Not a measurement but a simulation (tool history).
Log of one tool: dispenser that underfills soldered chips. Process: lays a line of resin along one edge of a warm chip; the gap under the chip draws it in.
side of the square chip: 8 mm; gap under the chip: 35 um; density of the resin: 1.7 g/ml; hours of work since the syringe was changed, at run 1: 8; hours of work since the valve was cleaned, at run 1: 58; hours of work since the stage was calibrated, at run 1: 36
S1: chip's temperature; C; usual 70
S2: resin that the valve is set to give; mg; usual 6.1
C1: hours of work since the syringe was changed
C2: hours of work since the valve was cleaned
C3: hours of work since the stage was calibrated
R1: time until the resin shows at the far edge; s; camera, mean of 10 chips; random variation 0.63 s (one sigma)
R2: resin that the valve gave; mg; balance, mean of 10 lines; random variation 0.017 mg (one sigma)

run   hour  S1    S2  C1  C2   C3     R1    R2
  1      0  70   6.1   8  58   36   80.6  5.97
  2    5.6  70   6.1  11  61   40   95.7  5.91
       6.7  -- new syringe of resin
  3    9.5  70   6.1   2  63   42   63.1  5.91
  4   15.6  70   6.1   5  67   46   73.6  5.89
  5   18.3  67   6.1   7  69   47   92.7  5.89
  6   22.9  70  6.07  10  72   50   89.7  5.89
      26.4  -- new syringe of resin
  7   29.1  70  6.07   2  75   54   60.8  5.85
  8     32  70   6.1   3  77   55   65.8  5.86
  9   36.9  70  6.22   6  80   58   76.9  5.98
      38.4  -- dispensing valve cleaned and set on the balance
 10   42.9  70   6.1   9   3   61   88.3  6.05
        47  -- new syringe of resin
 11   48.3  70   6.1   1   6   65   58.4  6.06
 12   52.5  70  6.61   3   8   67   65.4  6.55
 13   55.8  70  6.61   5  10   69   72.4  6.55
 14   60.2  70  6.61   8  13   72   81.1  6.52
 15     64  70  6.48  10  15   74   90.1   6.4
      66.6  -- new syringe of resin
 16   70.7  70  6.48   2  19   78     65  6.39
 17   73.9  71   6.1   4  21   80   66.9  5.99
 18   77.5  71   6.1   7  23   82   73.5  5.99
 19   81.3  77  5.88   9  26   84   62.4  5.79
      85.9  -- new syringe of resin
 20   85.9  68   6.1   0  28   87   63.1  5.98
 21   90.1  66  6.61   3  31   90     76   6.5
 22     96  80  5.51   6  34   93     46  5.39
 23    100  80  5.51   9  37   95   50.9  5.41
     105.6  -- new syringe of resin
 24  106.1  58   7.9   0  40   99  107.7  7.73
 25  109.6  67  5.97   2  42  101   75.6  5.82
 26  114.7  71  7.33   6  45  104   69.8  7.13
 27  120.4  71  7.33   9  49  108   82.3  7.14
       125  -- new syringe of resin
 28    127  71  5.97   1  53  111   56.4  5.78
 29  130.2  71  5.97   3  55  113   63.3  5.79
 30  136.3  63  5.68   7  58  117  116.5  5.48
 31  139.1  58  5.92   9  60  119  165.3  5.74
     144.3  -- new syringe of resin
 32  144.8  77  5.92   0  63  122   40.9  5.73
 33  150.9  77  5.92   4  67  126   48.7  5.73
 34    155  75  7.43   6  69  128   58.5  7.13
 35  160.3  75  7.43  10  73  131   67.6  7.14

The same runs without the tool's hidden state, with the same run-to-run variation:
The hidden state here: resin's viscosity, % of fresh resin's; dose that the valve gives, % of what is set; true chip temperature over the reading, C; drift of the gauge itself on fill_s, %; drift of the gauge itself on given_mg, %.
run     R1    R2
  1   54.8  6.14
  2   55.6  6.09
  3   56.4  6.09
  4   55.4  6.08
  5   64.5  6.09
  6   54.8   6.1
  7   55.1  6.06
  8   55.1  6.08
  9   56.1  6.21
 10   56.3  6.09
 11   55.4   6.1
 12   55.1  6.61
 13   55.7  6.61
 14   55.3  6.59
 15     55  6.48
 16   56.2  6.48
 17     53  6.08
 18   52.4  6.08
 19     40  5.88
 20   62.7  6.09
 21   67.1  6.62
 22   34.4   5.5
 23     34  5.53
 24  103.2  7.91
 25   65.5  5.96
 26   52.4  7.32
 27   52.9  7.34
 28   51.5  5.96
 29   52.7  5.97
 30   81.6  5.66
 31  107.4  5.93
 32   39.1  5.93
 33   39.3  5.94
 34   42.2  7.41
 35   41.8  7.43
